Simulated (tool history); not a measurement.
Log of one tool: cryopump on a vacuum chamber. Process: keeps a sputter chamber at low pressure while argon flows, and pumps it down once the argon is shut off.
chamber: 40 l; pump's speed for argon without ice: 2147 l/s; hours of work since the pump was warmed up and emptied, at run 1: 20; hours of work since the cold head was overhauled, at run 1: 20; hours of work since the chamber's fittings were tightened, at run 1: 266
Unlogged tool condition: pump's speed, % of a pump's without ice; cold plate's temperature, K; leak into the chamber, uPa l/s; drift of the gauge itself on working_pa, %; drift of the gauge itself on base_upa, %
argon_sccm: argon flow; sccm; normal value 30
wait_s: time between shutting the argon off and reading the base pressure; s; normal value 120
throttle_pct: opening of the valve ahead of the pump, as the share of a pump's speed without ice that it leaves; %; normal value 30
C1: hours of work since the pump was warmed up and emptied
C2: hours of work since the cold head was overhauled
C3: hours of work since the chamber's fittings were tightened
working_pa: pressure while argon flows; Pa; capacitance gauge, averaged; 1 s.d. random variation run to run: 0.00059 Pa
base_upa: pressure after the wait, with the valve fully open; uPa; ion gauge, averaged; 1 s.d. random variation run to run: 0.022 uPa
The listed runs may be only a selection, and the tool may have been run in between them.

Run 1, day 0: usual settings; C1 20; C2 20; C3 266. Result: working_pa 0.0796 Pa, base_upa 0.79 uPa.
Run 2, day 0.483: usual settings but throttle_pct 39 %; C1 27; C2 27; C3 272. Result: working_pa 0.0612 Pa, base_upa 0.81 uPa.
Run 3, day 1.533: usual settings; C1 40; C2 40; C3 286. Result: working_pa 0.0788 Pa, base_upa 0.78 uPa.
Run 4, day 2.3: usual settings but argon_sccm 27 sccm; C1 50; C2 50; C3 296. Result: working_pa 0.0724 Pa, base_upa 0.78 uPa.
Run 5, day 3.321: usual settings but argon_sccm 27 sccm; C1 64; C2 64; C3 309. Result: working_pa 0.0702 Pa, base_upa 0.76 uPa.
Run 6, day 3.879: usual settings; C1 71; C2 71; C3 316. Result: working_pa 0.0788 Pa, base_upa 0.81 uPa.
Run 7, day 4.521: usual settings but wait_s 73 s; C1 79; C2 79; C3 325. Result: working_pa 0.0789 Pa, base_upa 1.11 uPa.
Run 8, day 5.171: usual settings; C1 88; C2 88; C3 333. Result: working_pa 0.0795 Pa, base_upa 0.74 uPa.
Run 9, day 5.958: usual settings; C1 98; C2 98; C3 344. Result: working_pa 0.0805 Pa, base_upa 0.79 uPa.
Run 10, day 7: usual settings; C1 111; C2 111; C3 357. Result: working_pa 0.0795 Pa, base_upa 0.79 uPa.
Run 11, day 7.938: usual settings; C1 124; C2 124; C3 369. Result: working_pa 0.0792 Pa, base_upa 0.77 uPa.
Run 12, day 8.942: usual settings; C1 137; C2 137; C3 382. Result: working_pa 0.0809 Pa, base_upa 0.78 uPa.
Run 13, day 9.946: usual settings; C1 150; C2 150; C3 395. Result: working_pa 0.0798 Pa, base_upa 0.8 uPa.
Run 14, day 11.088: usual settings; C1 165; C2 165; C3 410. Result: working_pa 0.0794 Pa, base_upa 0.8 uPa.
Run 15, day 11.879: usual settings; C1 175; C2 175; C3 421. Result: working_pa 0.0799 Pa, base_upa 0.8 uPa.
Run 16, day 12.512: usual settings but argon_sccm 16 sccm; C1 183; C2 183; C3 429. Result: working_pa 0.0426 Pa, base_upa 0.8 uPa.
Run 17, day 13.288: usual settings but argon_sccm 26 sccm; C1 193; C2 193; C3 439. Result: working_pa 0.0692 Pa, base_upa 0.84 uPa.
Run 18, day 13.842: usual settings but argon_sccm 26 sccm; C1 201; C2 201; C3 446. Result: working_pa 0.07 Pa, base_upa 0.84 uPa.
Run 19, day 14.679: usual settings but throttle_pct 26 %; C1 211; C2 211; C3 457. Result: working_pa 0.0924 Pa, base_upa 0.84 uPa.
Run 20, day 15.558: usual settings but throttle_pct 26 %; C1 223; C2 223; C3 469. Result: working_pa 0.0913 Pa, base_upa 0.8 uPa.
Run 21, day 16.154: usual settings but throttle_pct 26 %; C1 231; C2 231; C3 476. Result: working_pa 0.092 Pa, base_upa 0.83 uPa.
Run 22, day 16.767: usual settings but argon_sccm 19 sccm, wait_s 47 s; C1 239; C2 239; C3 484. Result: working_pa 0.051 Pa, base_upa 1.65 uPa.
Run 23, day 17.717: usual settings but argon_sccm 17 sccm, wait_s 64 s, throttle_pct 16 %; C1 251; C2 251; C3 497. Result: working_pa 0.0844 Pa, base_upa 1.27 uPa.
Run 24, day 18.6: usual settings but argon_sccm 35 sccm, wait_s 20 s, throttle_pct 47 %; C1 263; C2 263; C3 508. Result: working_pa 0.0601 Pa, base_upa 3.46 uPa.
Run 25, day 19.329: usual settings but argon_sccm 35 sccm, wait_s 37 s, throttle_pct 47 %; C1 272; C2 272; C3 518. Result: working_pa 0.0606 Pa, base_upa 2.09 uPa.
Run 26, day 19.921: usual settings but argon_sccm 57 sccm, wait_s 37 s, throttle_pct 41 %; C1 280; C2 280; C3 525. Result: working_pa 0.113 Pa, base_upa 1.97 uPa.
Run 27, day 20.746: usual settings but argon_sccm 14 sccm, wait_s 123 s, throttle_pct 57 %; C1 291; C2 291; C3 536. Result: working_pa 0.0195 Pa, base_upa 0.8 uPa.
Run 28, day 21.221: usual settings but argon_sccm 33 sccm, wait_s 170 s; C1 297; C2 297; C3 542. Result: working_pa 0.0874 Pa, base_upa 0.67 uPa.
Run 29, day 21.862: usual settings but argon_sccm 14 sccm, wait_s 188 s, throttle_pct 26 %; C1 305; C2 305; C3 551. Result: working_pa 0.043 Pa, base_upa 0.64 uPa.
Run 30, day 22.438: usual settings but argon_sccm 13 sccm, wait_s 52 s, throttle_pct 39 %; C1 313; C2 313; C3 558. Result: working_pa 0.0273 Pa, base_upa 1.47 uPa.
Run 31, day 23.396: usual settings but argon_sccm 13 sccm, wait_s 85 s, throttle_pct 58 %; C1 325; C2 325; C3 571. Result: working_pa 0.0179 Pa, base_upa 1.13 uPa.
Run 32, day 24.354: usual settings but wait_s 162 s, throttle_pct 57 %; C1 337; C2 337; C3 583. Result: working_pa 0.0433 Pa, base_upa 0.72 uPa.
Run 33, day 25.246: usual settings but wait_s 162 s, throttle_pct 57 %; C1 349; C2 349; C3 595. Result: working_pa 0.0427 Pa, base_upa 0.72 uPa.
Run 34, day 26.308: usual settings but wait_s 162 s, throttle_pct 57 %; C1 363; C2 363; C3 609. Result: working_pa 0.0429 Pa, base_upa 0.69 uPa.
Run 35, day 27.271: usual settings but wait_s 137 s, throttle_pct 29 %; C1 376; C2 376; C3 621. Result: working_pa 0.0826 Pa, base_upa 0.82 uPa.

Below, some changes in working_pa between adjacent runs. For each, the amount present without the hidden state too (settings, incoming material, random variation) and the amount remaining for the hidden state with gauge scatter not shared by both compared results:
Run 25 -> 26: argon_sccm 35 -> 57, throttle_pct 47 -> 41. working_pa +0.0524 Pa: hidden state +0.0012, all else +0.0512.
Run 26 -> 27: argon_sccm 57 -> 14, wait_s 37 -> 123, throttle_pct 41 -> 57. working_pa -0.0935 Pa: hidden state -0.0021, all else -0.0914.
Run 27 -> 28: argon_sccm 14 -> 33, wait_s 123 -> 170, throttle_pct 57 -> 30. working_pa +0.0679 Pa: hidden state +0.0009, all else +0.067.
Run 31 -> 32: argon_sccm 13 -> 30, wait_s 85 -> 162, throttle_pct 58 -> 57. working_pa +0.0254 Pa: hidden state +0.001, all else +0.0244.
